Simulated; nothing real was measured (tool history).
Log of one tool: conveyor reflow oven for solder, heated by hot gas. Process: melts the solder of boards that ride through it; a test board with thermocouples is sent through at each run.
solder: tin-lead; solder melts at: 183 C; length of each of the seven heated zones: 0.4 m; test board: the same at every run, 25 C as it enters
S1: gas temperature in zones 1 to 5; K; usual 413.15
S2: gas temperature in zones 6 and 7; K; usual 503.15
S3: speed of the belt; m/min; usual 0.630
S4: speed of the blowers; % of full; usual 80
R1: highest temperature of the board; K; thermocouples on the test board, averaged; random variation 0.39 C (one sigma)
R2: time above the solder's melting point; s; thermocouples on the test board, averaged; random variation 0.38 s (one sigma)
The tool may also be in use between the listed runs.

run,hour,S1,S2,S3,S4,R1,R2
1,0.0,413.15,503.15,0.630,80,491.75,60.8
2,5.0,413.15,503.15,0.630,80,492.95,60.5
3,13.8,413.15,503.15,0.630,80,492.15,60.3
4,21.0,413.15,503.15,0.630,80,493.05,60.0
5,31.0,413.15,503.15,0.630,80,491.95,60.4
6,37.6,413.15,503.15,0.630,80,492.95,61.0
7,47.7,413.15,503.15,0.630,80,492.75,59.8
8,54.1,413.15,503.15,0.630,80,493.15,60.5
9,63.2,413.15,503.15,0.630,80,492.75,60.1
10,71.2,400.15,495.15,0.559,83,486.95,59.6
11,80.9,400.15,495.15,0.559,83,487.05,60.4
12,90.4,426.15,496.15,0.638,81,487.45,61.5
13,97.4,415.15,496.15,0.709,80,483.55,47.2
14,104.8,406.15,503.15,0.544,67,492.25,68.0
15,113.0,426.15,497.15,0.544,67,489.35,75.2

3 ways to go on from here, each from the tool as it stands after run 15. What would each give?
A,120.2,413.15,501.15,0.630,80,?,?
B,120.2,425.15,514.15,0.630,80,?,?
C,120.2,415.15,503.15,0.609,89,?,?

run,R1,R2
A,489.85,59.2
B,503.45,71.0
C,495.45,65.3
Without the tool's hidden state the same runs would have given:
run,R1,R2
A,489.95,59.2
B,503.55,70.7
C,495.55,65.2
